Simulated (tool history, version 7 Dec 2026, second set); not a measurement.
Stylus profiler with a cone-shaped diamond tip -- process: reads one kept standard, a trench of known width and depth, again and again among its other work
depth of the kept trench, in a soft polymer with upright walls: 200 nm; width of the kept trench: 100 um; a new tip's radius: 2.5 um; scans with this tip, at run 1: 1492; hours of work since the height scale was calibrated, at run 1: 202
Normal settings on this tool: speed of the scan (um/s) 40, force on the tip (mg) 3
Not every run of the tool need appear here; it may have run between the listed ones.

run,day,speed of the scan (um/s),force on the tip (mg),scans with this tip,hours of work since the height scale was calibrated,depth of the trench (angstrom),width of the trench's floor (µm)
1,0,40,3,1492,202,2030.2,97.55
2,0.596,40,3,1544,209,2031.3,97.53
3,1.112,40,1.57,1589,215,2020.5,97.46
4,1.471,40,5.32,1621,219,2046.8,97.54
5,2.083,40,1.39,1674,227,2016.1,97.42
6,2.575,40,5.35,1717,232,2045.5,97.55
7,3.133,40,5.35,1766,239,2045.7,97.48
8,3.6,13,8.68,1806,245,2063.9,97.56
9,4.288,13,8.68,1866,253,2065.6,97.56
10,4.812,40,2.31,1912,259,2025.7,97.47
11,5.146,60,2.76,1941,263,2029.4,97.38

Forecast each of these 3 alternatives for the next run:
A,5.6,14,2.76,1981,268,?,?
B,5.6,46,2.28,1981,268,?,?
C,5.6,27,2.76,1981,268,?,?

run,depth of the trench (angstrom),width of the trench's floor (µm)
A,2028.2,97.52
B,2025.9,97.4
C,2028.3,97.52
Without the tool's hidden state the same runs would have given:
run,depth of the trench (angstrom),width of the trench's floor (µm)
A,2030.2,98.01
B,2027.9,97.89
C,2030.3,98.01
